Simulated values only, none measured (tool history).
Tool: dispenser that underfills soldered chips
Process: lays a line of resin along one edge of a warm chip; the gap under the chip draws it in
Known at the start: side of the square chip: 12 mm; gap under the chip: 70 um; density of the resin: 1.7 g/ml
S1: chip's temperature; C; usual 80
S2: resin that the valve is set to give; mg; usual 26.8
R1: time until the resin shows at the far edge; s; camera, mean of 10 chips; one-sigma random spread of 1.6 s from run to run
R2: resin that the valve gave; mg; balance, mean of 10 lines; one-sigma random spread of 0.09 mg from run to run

run,hour,S1,S2,R1,R2
1,0.0,80,26.8,208.6,26.55
# hour 3.2: new syringe of resin
2,5.3,80,26.8,177.9,26.29
3,7.4,80,26.8,202.8,26.32
4,10.0,80,26.8,231.6,26.26
# hour 11.0: new syringe of resin
5,13.6,80,26.8,185.4,26.39
# hour 18.8: new syringe of resin
6,19.1,80,26.8,166.7,26.00
7,24.3,80,26.8,220.2,26.15
# hour 26.5: new syringe of resin
8,28.7,80,26.8,183.2,26.14
# hour 34.2: new syringe of resin
9,34.2,80,26.8,159.5,25.99
10,36.7,91,26.8,123.1,25.89
11,41.3,91,26.8,158.6,25.91
# hour 42.0: new syringe of resin
12,46.0,80,26.8,203.3,25.73
# hour 49.7: new syringe of resin
13,50.9,80,26.8,169.4,25.74
14,54.2,80,26.8,203.5,25.59
# hour 57.3: new syringe of resin
15,59.0,80,26.8,177.6,25.58
# hour 61.4: dispensing valve cleaned and set on the balance
16,63.5,80,26.8,212.9,26.86
# hour 66.2: new syringe of resin
17,68.6,80,26.8,182.1,26.68
18,71.2,77,24.7,245.5,24.51
# hour 74.0: new syringe of resin
19,74.0,81,26.8,153.6,26.61
20,77.2,76,29.3,221.1,28.71
21,80.0,72,28.9,307.3,28.41
# hour 81.6: new syringe of resin
22,84.3,67,26.6,316.7,26.20
23,86.7,77,28.1,235.1,27.65

Predict the results of run 24:
# hour 89.5: new syringe of resin
24,90.1,87,23.0,?,?

R1: 131.9 s
R2: 22.50 mg
Without the tool's hidden state the same run would have given R1 123.8 s, R2 22.94 mg.
